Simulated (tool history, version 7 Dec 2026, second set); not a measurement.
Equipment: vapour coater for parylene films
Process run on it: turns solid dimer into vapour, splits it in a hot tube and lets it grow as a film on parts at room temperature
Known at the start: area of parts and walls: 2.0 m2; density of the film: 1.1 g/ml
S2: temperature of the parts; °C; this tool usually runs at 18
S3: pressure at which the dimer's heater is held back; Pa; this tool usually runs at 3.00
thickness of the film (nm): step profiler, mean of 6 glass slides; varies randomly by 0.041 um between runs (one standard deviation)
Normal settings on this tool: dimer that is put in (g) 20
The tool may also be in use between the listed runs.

run 1 day=0.000 | dimer_that_is_put_in_(g)=20 S2=18 S3=3.00 | thickness_of_the_film_(nm)=4710
run 2 day=0.671 | dimer_that_is_put_in_(g)=25 S2=18 S3=3.00 | thickness_of_the_film_(nm)=5780
run 3 day=1.829 | dimer_that_is_put_in_(g)=26 S2=18 S3=3.00 | thickness_of_the_film_(nm)=6050
run 4 day=3.379 | dimer_that_is_put_in_(g)=20 S2=18 S3=3.00 | thickness_of_the_film_(nm)=4630
run 5 day=4.638 | dimer_that_is_put_in_(g)=14 S2=18 S3=3.00 | thickness_of_the_film_(nm)=3170
run 6 day=6.033 | dimer_that_is_put_in_(g)=14 S2=18 S3=3.00 | thickness_of_the_film_(nm)=3140
run 7 day=7.517 | dimer_that_is_put_in_(g)=20 S2=18 S3=6.43 | thickness_of_the_film_(nm)=3800
run 8 day=8.158 | dimer_that_is_put_in_(g)=20 S2=29 S3=3.00 | thickness_of_the_film_(nm)=3430
run 9 day=8.829 | dimer_that_is_put_in_(g)=20 S2=11 S3=3.00 | thickness_of_the_film_(nm)=5270
run 10 day=9.729 | dimer_that_is_put_in_(g)=20 S2=11 S3=3.00 | thickness_of_the_film_(nm)=5300
run 11 day=10.571 | dimer_that_is_put_in_(g)=20 S2=11 S3=3.00 | thickness_of_the_film_(nm)=5280
run 12 day=11.604 | dimer_that_is_put_in_(g)=20 S2=11 S3=3.00 | thickness_of_the_film_(nm)=5240
run 13 day=12.488 | dimer_that_is_put_in_(g)=20 S2=11 S3=3.00 | thickness_of_the_film_(nm)=5230
run 14 day=13.283 | dimer_that_is_put_in_(g)=20 S2=18 S3=8.92 | thickness_of_the_film_(nm)=3400
run 15 day=14.000 | dimer_that_is_put_in_(g)=20 S2=19 S3=5.91 | thickness_of_the_film_(nm)=3680
run 16 day=15.221 | dimer_that_is_put_in_(g)=27 S2=19 S3=5.91 | thickness_of_the_film_(nm)=5010
-- day=16.204 trap's valve overhauled
run 17 day=16.225 | dimer_that_is_put_in_(g)=27 S2=19 S3=5.91 | thickness_of_the_film_(nm)=5300
-- day=16.729 table's thermometer calibrated
run 18 day=17.779 | dimer_that_is_put_in_(g)=35 S2=12 S3=11.12 | thickness_of_the_film_(nm)=7120
run 19 day=19.117 | dimer_that_is_put_in_(g)=35 S2=12 S3=11.12 | thickness_of_the_film_(nm)=7100
run 20 day=20.667 | dimer_that_is_put_in_(g)=35 S2=15 S3=3.96 | thickness_of_the_film_(nm)=8420
run 21 day=21.375 | dimer_that_is_put_in_(g)=29 S2=20 S3=9.17 | thickness_of_the_film_(nm)=5010
run 22 day=22.296 | dimer_that_is_put_in_(g)=29 S2=20 S3=9.17 | thickness_of_the_film_(nm)=5070
run 23 day=23.146 | dimer_that_is_put_in_(g)=11 S2=29 S3=3.55 | thickness_of_the_film_(nm)=1860
run 24 day=24.379 | dimer_that_is_put_in_(g)=11 S2=30 S3=3.55 | thickness_of_the_film_(nm)=1840
run 25 day=25.517 | dimer_that_is_put_in_(g)=10 S2=29 S3=9.92 | thickness_of_the_film_(nm)=1400

Below are 3 alternative next runs, each starting from the tool's condition after run 25. Predict each:
run A day=26.850 | dimer_that_is_put_in_(g)=20 S2=18 S3=8.45 | thickness_of_the_film_(nm)=?
run B day=26.850 | dimer_that_is_put_in_(g)=20 S2=13 S3=3.00 | thickness_of_the_film_(nm)=?
run C day=26.850 | dimer_that_is_put_in_(g)=15 S2=29 S3=9.92 | thickness_of_the_film_(nm)=?

run=A thickness_of_the_film_(nm)=3620
run=B thickness_of_the_film_(nm)=5160
run=C thickness_of_the_film_(nm)=2000
What these runs would have given with no unlogged condition in the tool:
run=A thickness_of_the_film_(nm)=3790
run=B thickness_of_the_film_(nm)=5400
run=C thickness_of_the_film_(nm)=2090
